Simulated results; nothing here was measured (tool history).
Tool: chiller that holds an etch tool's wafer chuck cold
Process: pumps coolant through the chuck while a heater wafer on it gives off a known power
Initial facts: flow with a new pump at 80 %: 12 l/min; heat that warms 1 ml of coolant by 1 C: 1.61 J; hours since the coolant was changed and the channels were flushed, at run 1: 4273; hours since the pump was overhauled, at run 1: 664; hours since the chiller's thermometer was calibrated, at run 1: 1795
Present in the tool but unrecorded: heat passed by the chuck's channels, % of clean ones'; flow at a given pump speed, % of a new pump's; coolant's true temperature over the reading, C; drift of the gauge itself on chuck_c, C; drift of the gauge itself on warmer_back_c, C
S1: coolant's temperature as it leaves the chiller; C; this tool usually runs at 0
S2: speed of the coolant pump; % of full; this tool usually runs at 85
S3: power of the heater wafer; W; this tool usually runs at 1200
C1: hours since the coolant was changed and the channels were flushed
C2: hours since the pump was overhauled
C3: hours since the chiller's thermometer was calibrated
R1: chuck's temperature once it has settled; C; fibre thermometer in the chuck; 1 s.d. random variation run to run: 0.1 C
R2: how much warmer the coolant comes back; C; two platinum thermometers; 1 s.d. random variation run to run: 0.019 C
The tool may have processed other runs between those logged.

run 1 hour=0.0 | S1=0 S2=85 S3=1200 | C1=4273 C2=664 C3=1795 | R1=10.1 R2=3.55
run 2 hour=77.8 | S1=0 S2=85 S3=1200 | C1=4351 C2=742 C3=1872 | R1=10.2 R2=3.57
run 3 hour=146.1 | S1=0 S2=85 S3=1200 | C1=4419 C2=810 C3=1941 | R1=10.1 R2=3.57
run 4 hour=298.9 | S1=0 S2=85 S3=1200 | C1=4572 C2=963 C3=2094 | R1=10.3 R2=3.60
run 5 hour=449.3 | S1=0 S2=85 S3=1200 | C1=4722 C2=1114 C3=2244 | R1=10.3 R2=3.62
run 6 hour=591.7 | S1=0 S2=85 S3=1200 | C1=4865 C2=1256 C3=2386 | R1=10.5 R2=3.58
-- hour=663.0 chiller's thermometer calibrated
run 7 hour=672.0 | S1=0 S2=85 S3=1200 | C1=4944 C2=1335 C3=9 | R1=10.4 R2=3.60
run 8 hour=745.0 | S1=0 S2=85 S3=1200 | C1=5017 C2=1408 C3=82 | R1=10.6 R2=3.58
-- hour=903.6 coolant changed, channels flushed
run 9 hour=910.6 | S1=0 S2=85 S3=1200 | C1=7 C2=1568 C3=242 | R1=8.6 R2=3.64
run 10 hour=1002.4 | S1=0 S2=88 S3=700 | C1=99 C2=1660 C3=333 | R1=4.6 R2=2.04
run 11 hour=1142.0 | S1=0 S2=90 S3=1474 | C1=238 C2=1799 C3=473 | R1=10.1 R2=4.18
run 12 hour=1268.6 | S1=0 S2=90 S3=1474 | C1=365 C2=1926 C3=600 | R1=10.1 R2=4.21
-- hour=1332.0 chiller's thermometer calibrated, once more
run 13 hour=1339.4 | S1=0 S2=63 S3=1709 | C1=435 C2=1996 C3=7 | R1=16.6 R2=6.93

What does the tool deliver on the next run?
run 14 hour=1490.4 | S1=5 S2=66 S3=1200 | C1=586 C2=2147 C3=158 | R1=? R2=?

{"run 14": {"R1": 16.3, "R2": 4.66}}
If the tool had no hidden condition, the same run with the same run-to-run variation would have returned R1 15.7 C, R2 4.49 C.
